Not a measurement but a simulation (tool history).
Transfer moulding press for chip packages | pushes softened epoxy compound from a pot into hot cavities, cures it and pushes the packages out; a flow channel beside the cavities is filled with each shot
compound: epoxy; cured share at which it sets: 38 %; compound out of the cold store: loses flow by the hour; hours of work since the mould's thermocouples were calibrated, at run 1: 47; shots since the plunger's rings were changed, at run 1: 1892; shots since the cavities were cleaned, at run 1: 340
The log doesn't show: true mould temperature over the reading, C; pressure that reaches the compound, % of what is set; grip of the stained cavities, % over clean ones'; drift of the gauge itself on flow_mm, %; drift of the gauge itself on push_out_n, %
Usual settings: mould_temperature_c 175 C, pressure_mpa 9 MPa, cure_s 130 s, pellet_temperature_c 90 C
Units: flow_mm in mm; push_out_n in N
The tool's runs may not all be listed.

run   hour  mould_temperature_c  pressure_mpa  cure_s  pellet_temperature_c  hours of work since the mould's thermocouples were calibrated  shots since the plunger's rings were changed  shots since the cavities were cleaned  incoming compound's hours out of the cold store  flow_mm  push_out_n
  1      0                  175             9     130                    90                                                             47                                          1892                                    340                                             28.4      842         313
  2   16.4                  175             9     130                    90                                                             54                                          1985                                    433                                             19.4      878         334
  3   33.5                  175             9     130                    90                                                             61                                          2082                                    530                                             39.9      794         335
  4   41.9                  175             9     130                    90                                                             64                                          2130                                    578                                             20.6      872         366
  5   52.8                  175             9     150                    90                                                             68                                          2192                                    640                                             42.5      788         322
  6   61.5                  175             9     130                    90                                                             72                                          2241                                    689                                             23.8      858         392
  7   76.9                  175             9     130                    90                                                             78                                          2329                                    777                                             15.7      890         413
  8   86.9                  175          8.57     130                    90                                                             82                                          2386                                    834                                             13.6      874         425
  9  100.4                  175          8.57     130                    90                                                             87                                          2463                                    911                                             36.5      785         414
 10    111                  175          8.57     130                    85                                                             92                                          2523                                    971                                             31.5      806         405
 11  123.7                  168             9     130                    90                                                             97                                          2595                                   1043                                             31.4      852         641
     126.8  -- cavities cleaned with cleaning compound and waxed
 12  137.4                  175             9     130                    90                                                            102                                          2665                                     60                                             25.1      849         250
 13  145.9                  175             9     116                    90                                                            105                                          2713                                    108                                             32.3      818         315
 14  154.2                  175             9     116                    90                                                            108                                          2761                                    156                                             39.9      790         297
 15  166.4                  169             9     130                    90                                                            113                                          2830                                    225                                             25.6      872         424
 16  184.1                  169             9     130                    90                                                            120                                          2930                                    325                                             40.3      813         433
 17  201.7                  169             9     130                    90                                                            128                                          3031                                    426                                             14.4      914         510
 18  213.1                  175          7.45     130                    85                                                            132                                          3096                                    491                                             19.5      791         358
 19  220.9                  175          7.45     130                    85                                                            135                                          3140                                    535                                             29.8      752         360
 20  230.4                  173          6.84     147                    87                                                            139                                          3194                                    589                                                9      802         359

The next listed run, before its measurement:
 21  246.7                  175             9     154                    89                                                            146                                          3287                                    682                                             21.6        ?           ?

{"run 21": {"flow_mm": 860, "push_out_n": 328}}
Without the tool's hidden state the same run would have given flow_mm 886 mm, push_out_n 190 N.

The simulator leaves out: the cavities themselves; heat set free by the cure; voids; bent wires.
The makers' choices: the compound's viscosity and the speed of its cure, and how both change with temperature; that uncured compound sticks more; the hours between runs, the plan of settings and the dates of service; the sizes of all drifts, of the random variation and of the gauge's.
